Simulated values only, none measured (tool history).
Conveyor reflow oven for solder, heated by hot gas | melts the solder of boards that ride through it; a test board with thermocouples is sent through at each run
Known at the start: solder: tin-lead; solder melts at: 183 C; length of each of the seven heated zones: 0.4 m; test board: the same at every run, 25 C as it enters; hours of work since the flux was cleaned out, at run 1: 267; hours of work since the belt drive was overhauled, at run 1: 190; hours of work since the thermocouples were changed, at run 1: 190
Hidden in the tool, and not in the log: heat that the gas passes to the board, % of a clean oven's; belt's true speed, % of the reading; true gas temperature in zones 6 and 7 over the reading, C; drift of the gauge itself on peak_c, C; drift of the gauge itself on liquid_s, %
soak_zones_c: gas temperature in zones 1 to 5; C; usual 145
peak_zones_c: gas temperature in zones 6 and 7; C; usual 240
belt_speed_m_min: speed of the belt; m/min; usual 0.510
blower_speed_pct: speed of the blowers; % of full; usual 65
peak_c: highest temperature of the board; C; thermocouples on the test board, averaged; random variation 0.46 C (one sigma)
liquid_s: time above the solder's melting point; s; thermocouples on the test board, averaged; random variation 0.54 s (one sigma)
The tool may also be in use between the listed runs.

| run | hour | soak_zones_c | peak_zones_c | belt_speed_m_min | blower_speed_pct | hours of work since the flux was cleaned out | hours of work since the belt drive was overhauled | hours of work since the thermocouples were changed | peak_c | liquid_s |
|---|---|---|---|---|---|---|---|---|---|---|
| 1 | 0.0 | 145 | 240 | 0.510 | 65 | 267 | 190 | 190 | 222.2 | 77.3 |
| 2 | 42.5 | 147 | 240 | 0.510 | 65 | 292 | 215 | 215 | 221.8 | 78.9 |
|  | 107.1 | flux residue cleaned out of gas plates and filters |
| 3 | 146.1 | 147 | 240 | 0.510 | 65 | 23 | 273 | 273 | 224.6 | 81.7 |
| 4 | 219.6 | 147 | 240 | 0.510 | 65 | 66 | 316 | 316 | 223.4 | 81.8 |
| 5 | 266.5 | 150 | 240 | 0.510 | 65 | 94 | 344 | 344 | 224.5 | 83.2 |
| 6 | 321.8 | 145 | 251 | 0.574 | 65 | 127 | 377 | 377 | 228.4 | 73.7 |
| 7 | 394.2 | 145 | 240 | 0.446 | 51 | 169 | 419 | 419 | 223.7 | 91.2 |
| 8 | 438.2 | 141 | 242 | 0.510 | 65 | 195 | 445 | 445 | 223.1 | 77.6 |
| 9 | 534.5 | 141 | 232 | 0.515 | 54 | 252 | 502 | 502 | 212.6 | 65.9 |
| 10 | 587.9 | 156 | 249 | 0.447 | 86 | 283 | 533 | 533 | 238.3 | 107.6 |

4 ways to go on from here, each from the tool as it stands after run 10. What would each give?
| A | 660.6 | 145 | 240 | 0.451 | 78 | 326 | 576 | 576 | ? | ? |
| B | 660.6 | 139 | 232 | 0.447 | 86 | 326 | 576 | 576 | ? | ? |
| C | 660.6 | 145 | 240 | 0.510 | 51 | 326 | 576 | 576 | ? | ? |
| D | 660.6 | 145 | 228 | 0.447 | 77 | 326 | 576 | 576 | ? | ? |

| run | peak_c | liquid_s |
|---|---|---|
| A | 226.2 | 93.4 |
| B | 219.9 | 87.6 |
| C | 219.1 | 74.9 |
| D | 215.3 | 85.7 |
Without the tool's hidden state the same runs would have given:
| run | peak_c | liquid_s |
|---|---|---|
| A | 229.7 | 95.2 |
| B | 223.5 | 90.4 |
| C | 222.6 | 77.6 |
| D | 218.7 | 88.6 |
